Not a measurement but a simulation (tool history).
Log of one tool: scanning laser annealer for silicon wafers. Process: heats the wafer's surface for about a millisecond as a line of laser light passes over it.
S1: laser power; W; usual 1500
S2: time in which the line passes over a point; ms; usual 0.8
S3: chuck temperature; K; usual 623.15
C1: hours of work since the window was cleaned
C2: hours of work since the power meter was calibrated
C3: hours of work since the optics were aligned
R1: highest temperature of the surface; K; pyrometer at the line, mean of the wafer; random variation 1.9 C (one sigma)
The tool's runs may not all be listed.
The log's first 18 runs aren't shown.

{"run": 19, "day": 27.788, "S1": 1306, "S2": 0.874, "S3": 592.15, "C1": 375, "C2": 566, "C3": 157, "R1": 1298.15}
{"run": 20, "day": 29.138, "S1": 1306, "S2": 0.874, "S3": 592.15, "C1": 399, "C2": 589, "C3": 180, "R1": 1301.15}
{"run": 21, "day": 30.338, "S1": 1339, "S2": 0.782, "S3": 660.15, "C1": 420, "C2": 610, "C3": 201, "R1": 1344.15}
{"run": 22, "day": 32.383, "S1": 1339, "S2": 0.782, "S3": 660.15, "C1": 455, "C2": 645, "C3": 236, "R1": 1343.15}
{"run": 23, "day": 33.754, "S1": 1286, "S2": 0.653, "S3": 650.15, "C1": 479, "C2": 669, "C3": 260, "R1": 1237.15}
{"run": 24, "day": 34.804, "S1": 1279, "S2": 0.601, "S3": 654.15, "C1": 497, "C2": 687, "C3": 278, "R1": 1204.15}
{"run": 25, "day": 35.975, "S1": 1500, "S2": 0.596, "S3": 604.15, "C1": 517, "C2": 707, "C3": 298, "R1": 1276.15}
{"run": 26, "day": 36.967, "S1": 1500, "S2": 0.8, "S3": 619.15, "C1": 534, "C2": 725, "C3": 316, "R1": 1418.15}
{"run": 27, "day": 38.65, "S1": 1500, "S2": 0.8, "S3": 619.15, "C1": 563, "C2": 754, "C3": 345, "R1": 1414.15}
{"run": 28, "day": 40.35, "S1": 1363, "S2": 0.688, "S3": 635.15, "C1": 593, "C2": 783, "C3": 374, "R1": 1282.15}
{"day": 40.817, "done": "window over the wafer cleaned"}
{"run": 29, "day": 42.479, "S1": 1363, "S2": 0.688, "S3": 635.15, "C1": 29, "C2": 819, "C3": 410, "R1": 1286.15}
{"run": 30, "day": 44.492, "S1": 1363, "S2": 0.688, "S3": 635.15, "C1": 64, "C2": 853, "C3": 444, "R1": 1287.15}
{"run": 31, "day": 46.058, "S1": 1363, "S2": 0.688, "S3": 635.15, "C1": 91, "C2": 881, "C3": 472, "R1": 1286.15}
{"run": 32, "day": 48.225, "S1": 1459, "S2": 0.618, "S3": 617.15, "C1": 128, "C2": 918, "C3": 509, "R1": 1277.15}
{"run": 33, "day": 49.375, "S1": 1554, "S2": 0.618, "S3": 650.15, "C1": 148, "C2": 938, "C3": 529, "R1": 1364.15}
{"run": 34, "day": 50.75, "S1": 1544, "S2": 0.8, "S3": 623.15, "C1": 172, "C2": 962, "C3": 553, "R1": 1445.15}
{"run": 35, "day": 51.662, "S1": 1544, "S2": 0.8, "S3": 623.15, "C1": 188, "C2": 978, "C3": 569, "R1": 1448.15}

Forecast each of these 4 alternatives for the next run:
{"run": "A", "day": 53.642, "S1": 1625, "S2": 0.8, "S3": 623.15, "C1": 222, "C2": 1012, "C3": 603, "R1": "?"}
{"run": "B", "day": 53.642, "S1": 1544, "S2": 0.748, "S3": 614.15, "C1": 222, "C2": 1012, "C3": 603, "R1": "?"}
{"run": "C", "day": 53.642, "S1": 1614, "S2": 0.679, "S3": 635.15, "C1": 222, "C2": 1012, "C3": 603, "R1": "?"}
{"run": "D", "day": 53.642, "S1": 1478, "S2": 0.898, "S3": 645.15, "C1": 222, "C2": 1012, "C3": 603, "R1": "?"}

run=A R1=1503.15
run=B R1=1407.15
run=C R1=1427.15
run=D R1=1481.15
Without the tool's hidden state the same runs would have given:
run=A R1=1504.15
run=B R1=1408.15
run=C R1=1428.15
run=D R1=1482.15
